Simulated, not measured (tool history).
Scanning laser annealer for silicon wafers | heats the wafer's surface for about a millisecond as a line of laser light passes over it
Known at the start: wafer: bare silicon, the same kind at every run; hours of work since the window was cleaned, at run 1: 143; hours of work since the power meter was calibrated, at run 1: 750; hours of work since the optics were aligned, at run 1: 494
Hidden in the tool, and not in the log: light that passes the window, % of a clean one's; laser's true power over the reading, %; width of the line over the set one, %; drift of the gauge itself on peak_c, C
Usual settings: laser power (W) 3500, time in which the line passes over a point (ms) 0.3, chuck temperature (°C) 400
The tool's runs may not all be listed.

run,hour,laser power (W),time in which the line passes over a point (ms),chuck temperature (°C),hours of work since the window was cleaned,hours of work since the power meter was calibrated,hours of work since the optics were aligned,highest temperature of the surface (°C)
1,0,3500,0.3,400,143,750,494,1097
2,21.5,3500,0.3,400,155,762,506,1093
3,62.4,3500,0.3,400,179,786,530,1090
4,92.8,3500,0.3,400,196,804,547,1090
5,114,3849,0.3,400,209,816,560,1150
6,156.3,3849,0.266,400,233,840,584,1106
7,188.8,3849,0.266,400,252,859,603,1102
8,235.7,3500,0.3,400,279,886,630,1080
9,258.7,3500,0.354,400,293,900,643,1138
10,289.8,3500,0.354,400,311,918,661,1134
11,315.6,3500,0.354,400,325,933,676,1129
12,354,3500,0.354,400,348,955,699,1127
13,385.8,3500,0.354,400,366,973,717,1123
# hour 423.5: window over the wafer cleaned
14,427.8,3500,0.326,400,2,996,740,1136
15,451,3500,0.267,400,16,1010,754,1068
16,490.7,3500,0.267,400,39,1033,777,1067
17,514.3,3500,0.3,400,53,1046,790,1102
# hour 543.9: optics aligned, line set to its width
18,550.6,3500,0.3,400,71,1065,4,1112
19,590.1,3500,0.3,415,94,1088,27,1127
20,619.2,3500,0.3,435,110,1104,44,1140
21,651.2,3500,0.3,394,129,1123,62,1094
22,691.8,3184,0.344,424,152,1146,86,1107
23,714.1,3184,0.344,424,165,1159,99,1107
24,735.5,3820,0.286,400,178,1172,111,1137
25,776.4,3390,0.3,380,201,1195,135,1054
26,819.5,3382,0.225,418,226,1220,160,998
27,854.8,3764,0.269,415,247,1241,180,1110
28,877.8,3125,0.211,400,260,1254,193,926
29,913.5,3125,0.211,400,281,1275,214,924
30,949.1,3500,0.368,400,301,1295,235,1152
31,994.9,3500,0.362,387,328,1322,261,1128
32,1026.4,3648,0.307,423,346,1340,279,1135

The next listed run, before its measurement:
33,1051.1,3648,0.307,423,360,1354,294,?

Run 33 gave highest temperature of the surface (°C) 1130.
Without the tool's hidden state the same run would have given highest temperature of the surface (°C) 1177.
